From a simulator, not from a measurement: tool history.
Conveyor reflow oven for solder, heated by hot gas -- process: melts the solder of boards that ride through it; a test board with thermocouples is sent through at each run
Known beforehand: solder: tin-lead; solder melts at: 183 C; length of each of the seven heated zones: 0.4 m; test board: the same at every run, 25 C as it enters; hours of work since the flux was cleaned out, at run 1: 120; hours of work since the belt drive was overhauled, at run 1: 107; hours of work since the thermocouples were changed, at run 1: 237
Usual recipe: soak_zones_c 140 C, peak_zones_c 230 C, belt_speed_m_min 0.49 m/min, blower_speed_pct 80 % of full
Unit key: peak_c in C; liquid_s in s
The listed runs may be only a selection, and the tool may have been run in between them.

| run | hour | soak_zones_c | peak_zones_c | belt_speed_m_min | blower_speed_pct | hours of work since the flux was cleaned out | hours of work since the belt drive was overhauled | hours of work since the thermocouples were changed | peak_c | liquid_s |
|---|---|---|---|---|---|---|---|---|---|---|
| 1 | 0 | 140 | 230 | 0.49 | 80 | 120 | 107 | 237 | 212.1 | 68.6 |
| 2 | 15.2 | 140 | 230 | 0.49 | 80 | 128 | 115 | 245 | 212.2 | 68.4 |
| 3 | 27.9 | 140 | 230 | 0.49 | 80 | 135 | 122 | 251 | 212 | 68.1 |
| 4 | 35.8 | 140 | 230 | 0.49 | 80 | 139 | 126 | 256 | 212.2 | 68.4 |
| 5 | 42.7 | 140 | 230 | 0.49 | 80 | 142 | 130 | 259 | 212.2 | 68.1 |
| 6 | 57.5 | 130 | 230 | 0.49 | 80 | 150 | 138 | 267 | 209.9 | 61.4 |
| 7 | 71.9 | 130 | 230 | 0.49 | 80 | 158 | 145 | 275 | 210 | 61.1 |
| 8 | 81.1 | 130 | 230 | 0.49 | 80 | 163 | 150 | 280 | 209.9 | 60.9 |
|  | 86.6 | belt drive overhauled, speed set with a stopwatch |
| 9 | 91.9 | 130 | 230 | 0.49 | 80 | 166 | 3 | 283 | 210 | 61 |
| 10 | 102.9 | 130 | 230 | 0.49 | 80 | 172 | 9 | 289 | 209.8 | 60.8 |
| 11 | 115.9 | 130 | 230 | 0.49 | 80 | 179 | 16 | 296 | 209.7 | 60.8 |
|  | 131.4 | flux residue cleaned out of gas plates and filters |
| 12 | 133.5 | 130 | 230 | 0.49 | 80 | 1 | 22 | 302 | 211.4 | 63.5 |
|  | 146.7 | belt drive overhauled, speed set with a stopwatch, once more |
| 13 | 152.5 | 144 | 230 | 0.535 | 80 | 9 | 3 | 310 | 210.9 | 63.2 |
| 14 | 163.1 | 145 | 232 | 0.401 | 51 | 15 | 9 | 316 | 215.6 | 91.4 |
| 15 | 174.4 | 145 | 230 | 0.401 | 86 | 21 | 15 | 322 | 219.9 | 98.4 |
| 16 | 183 | 147 | 233 | 0.401 | 74 | 25 | 19 | 327 | 221.1 | 100.3 |
| 17 | 198.8 | 147 | 233 | 0.401 | 74 | 34 | 28 | 335 | 221 | 100.3 |
| 18 | 207.1 | 147 | 233 | 0.401 | 74 | 38 | 32 | 339 | 221 | 100.2 |

Forecast each of these 4 alternatives for the next run:
| A | 215.3 | 140 | 230 | 0.49 | 50 | 42 | 36 | 344 | ? | ? |
| B | 215.3 | 147 | 233 | 0.401 | 85 | 42 | 36 | 344 | ? | ? |
| C | 215.3 | 138 | 230 | 0.48 | 75 | 42 | 36 | 344 | ? | ? |
| D | 215.3 | 149 | 233 | 0.401 | 80 | 42 | 36 | 344 | ? | ? |

| run | peak_c | liquid_s |
|---|---|---|
| A | 205.7 | 57.9 |
| B | 222.7 | 101.8 |
| C | 212 | 69.1 |
| D | 222.1 | 102.5 |
Had the tool no hidden state, the same runs would have come out as:
| run | peak_c | liquid_s |
|---|---|---|
| A | 206.5 | 59.3 |
| B | 223.6 | 102.6 |
| C | 213 | 70.3 |
| D | 223 | 103.3 |
